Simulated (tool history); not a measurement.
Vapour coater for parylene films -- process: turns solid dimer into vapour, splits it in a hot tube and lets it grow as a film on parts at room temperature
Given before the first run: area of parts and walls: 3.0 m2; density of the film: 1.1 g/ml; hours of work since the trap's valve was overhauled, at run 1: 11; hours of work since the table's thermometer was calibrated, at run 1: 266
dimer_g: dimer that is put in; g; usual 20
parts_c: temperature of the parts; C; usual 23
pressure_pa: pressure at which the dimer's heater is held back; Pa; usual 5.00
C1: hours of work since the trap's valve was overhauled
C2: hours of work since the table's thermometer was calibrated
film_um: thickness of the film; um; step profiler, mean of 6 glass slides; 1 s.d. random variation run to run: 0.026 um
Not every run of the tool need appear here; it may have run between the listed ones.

{"run": 1, "hour": 0.0, "dimer_g": 20, "parts_c": 23, "pressure_pa": 5.0, "C1": 11, "C2": 266, "film_um": 4.12}
{"run": 2, "hour": 15.4, "dimer_g": 20, "parts_c": 30, "pressure_pa": 5.0, "C1": 18, "C2": 273, "film_um": 3.4}
{"run": 3, "hour": 31.2, "dimer_g": 20, "parts_c": 30, "pressure_pa": 5.0, "C1": 25, "C2": 281, "film_um": 3.41}
{"run": 4, "hour": 42.1, "dimer_g": 20, "parts_c": 30, "pressure_pa": 5.0, "C1": 30, "C2": 286, "film_um": 3.39}
{"run": 5, "hour": 48.9, "dimer_g": 20, "parts_c": 30, "pressure_pa": 5.0, "C1": 34, "C2": 289, "film_um": 3.38}
{"run": 6, "hour": 60.6, "dimer_g": 20, "parts_c": 30, "pressure_pa": 5.0, "C1": 39, "C2": 295, "film_um": 3.36}
{"run": 7, "hour": 69.6, "dimer_g": 20, "parts_c": 20, "pressure_pa": 5.0, "C1": 43, "C2": 299, "film_um": 4.5}
{"run": 8, "hour": 84.6, "dimer_g": 20, "parts_c": 20, "pressure_pa": 5.0, "C1": 50, "C2": 306, "film_um": 4.47}
{"run": 9, "hour": 98.0, "dimer_g": 15, "parts_c": 23, "pressure_pa": 5.0, "C1": 57, "C2": 312, "film_um": 3.09}
{"run": 10, "hour": 107.1, "dimer_g": 15, "parts_c": 23, "pressure_pa": 5.0, "C1": 61, "C2": 316, "film_um": 3.1}
{"run": 11, "hour": 118.1, "dimer_g": 15, "parts_c": 23, "pressure_pa": 5.0, "C1": 66, "C2": 321, "film_um": 3.07}
{"run": 12, "hour": 131.1, "dimer_g": 15, "parts_c": 18, "pressure_pa": 5.0, "C1": 72, "C2": 328, "film_um": 3.58}
{"run": 13, "hour": 146.6, "dimer_g": 15, "parts_c": 18, "pressure_pa": 5.0, "C1": 79, "C2": 335, "film_um": 3.55}
{"run": 14, "hour": 155.5, "dimer_g": 15, "parts_c": 18, "pressure_pa": 5.0, "C1": 83, "C2": 339, "film_um": 3.52}
{"run": 15, "hour": 163.4, "dimer_g": 15, "parts_c": 18, "pressure_pa": 5.0, "C1": 87, "C2": 343, "film_um": 3.56}
{"run": 16, "hour": 176.8, "dimer_g": 20, "parts_c": 25, "pressure_pa": 5.0, "C1": 93, "C2": 349, "film_um": 3.82}
{"run": 17, "hour": 190.5, "dimer_g": 20, "parts_c": 25, "pressure_pa": 5.0, "C1": 100, "C2": 355, "film_um": 3.86}
{"hour": 195.2, "done": "trap's valve overhauled"}
{"run": 18, "hour": 202.4, "dimer_g": 20, "parts_c": 25, "pressure_pa": 5.0, "C1": 3, "C2": 359, "film_um": 3.77}
{"run": 19, "hour": 216.7, "dimer_g": 20, "parts_c": 25, "pressure_pa": 5.0, "C1": 10, "C2": 366, "film_um": 3.78}
{"hour": 228.2, "done": "trap's valve overhauled, once more"}
{"run": 20, "hour": 231.5, "dimer_g": 20, "parts_c": 25, "pressure_pa": 5.0, "C1": 2, "C2": 371, "film_um": 3.99}
{"run": 21, "hour": 238.9, "dimer_g": 20, "parts_c": 25, "pressure_pa": 5.0, "C1": 5, "C2": 374, "film_um": 3.95}
{"run": 22, "hour": 246.9, "dimer_g": 20, "parts_c": 25, "pressure_pa": 5.0, "C1": 9, "C2": 378, "film_um": 3.92}
{"run": 23, "hour": 258.7, "dimer_g": 33, "parts_c": 17, "pressure_pa": 3.66, "C1": 14, "C2": 383, "film_um": 8.37}
{"run": 24, "hour": 265.5, "dimer_g": 33, "parts_c": 17, "pressure_pa": 3.66, "C1": 17, "C2": 387, "film_um": 8.43}
{"run": 25, "hour": 279.9, "dimer_g": 33, "parts_c": 17, "pressure_pa": 3.66, "C1": 24, "C2": 393, "film_um": 8.41}
{"run": 26, "hour": 288.8, "dimer_g": 20, "parts_c": 30, "pressure_pa": 7.14, "C1": 28, "C2": 398, "film_um": 3.29}
{"run": 27, "hour": 300.6, "dimer_g": 20, "parts_c": 30, "pressure_pa": 7.14, "C1": 34, "C2": 403, "film_um": 3.25}
{"run": 28, "hour": 309.9, "dimer_g": 20, "parts_c": 30, "pressure_pa": 7.14, "C1": 38, "C2": 407, "film_um": 3.28}
{"run": 29, "hour": 317.2, "dimer_g": 20, "parts_c": 30, "pressure_pa": 7.14, "C1": 42, "C2": 411, "film_um": 3.26}
{"run": 30, "hour": 327.8, "dimer_g": 20, "parts_c": 21, "pressure_pa": 4.4, "C1": 47, "C2": 416, "film_um": 4.4}
{"run": 31, "hour": 342.8, "dimer_g": 20, "parts_c": 21, "pressure_pa": 4.4, "C1": 54, "C2": 423, "film_um": 4.45}
{"run": 32, "hour": 355.1, "dimer_g": 20, "parts_c": 21, "pressure_pa": 4.4, "C1": 59, "C2": 429, "film_um": 4.4}
{"run": 33, "hour": 366.3, "dimer_g": 20, "parts_c": 21, "pressure_pa": 4.4, "C1": 65, "C2": 434, "film_um": 4.41}
{"run": 34, "hour": 377.1, "dimer_g": 20, "parts_c": 21, "pressure_pa": 4.4, "C1": 70, "C2": 439, "film_um": 4.39}
{"run": 35, "hour": 393.0, "dimer_g": 11, "parts_c": 21, "pressure_pa": 5.43, "C1": 77, "C2": 446, "film_um": 2.4}
{"run": 36, "hour": 406.5, "dimer_g": 11, "parts_c": 21, "pressure_pa": 5.43, "C1": 83, "C2": 453, "film_um": 2.37}
{"run": 37, "hour": 421.5, "dimer_g": 23, "parts_c": 22, "pressure_pa": 2.73, "C1": 90, "C2": 460, "film_um": 5.18}
{"run": 38, "hour": 429.5, "dimer_g": 27, "parts_c": 22, "pressure_pa": 2.06, "C1": 94, "C2": 463, "film_um": 6.27}
{"run": 39, "hour": 442.4, "dimer_g": 27, "parts_c": 22, "pressure_pa": 2.06, "C1": 100, "C2": 469, "film_um": 6.23}
{"run": 40, "hour": 450.6, "dimer_g": 20, "parts_c": 28, "pressure_pa": 5.0, "C1": 104, "C2": 473, "film_um": 3.58}
{"run": 41, "hour": 464.0, "dimer_g": 32, "parts_c": 21, "pressure_pa": 5.0, "C1": 110, "C2": 480, "film_um": 6.95}

Each row is a separate what-if for the run after 41, all from the same tool condition, not one after another. Results?
{"run": "A", "hour": 472.8, "dimer_g": 8, "parts_c": 16, "pressure_pa": 2.56, "C1": 114, "C2": 484, "film_um": "?"}
{"run": "B", "hour": 472.8, "dimer_g": 10, "parts_c": 23, "pressure_pa": 8.01, "C1": 114, "C2": 484, "film_um": "?"}
{"run": "C", "hour": 472.8, "dimer_g": 20, "parts_c": 29, "pressure_pa": 7.75, "C1": 114, "C2": 484, "film_um": "?"}

run=A film_um=2.13
run=B film_um=1.92
run=C film_um=3.29
Take away the tool's hidden state, keep each run's random variation, and the runs would have read:
run=A film_um=2.18
run=B film_um=1.96
run=C film_um=3.36

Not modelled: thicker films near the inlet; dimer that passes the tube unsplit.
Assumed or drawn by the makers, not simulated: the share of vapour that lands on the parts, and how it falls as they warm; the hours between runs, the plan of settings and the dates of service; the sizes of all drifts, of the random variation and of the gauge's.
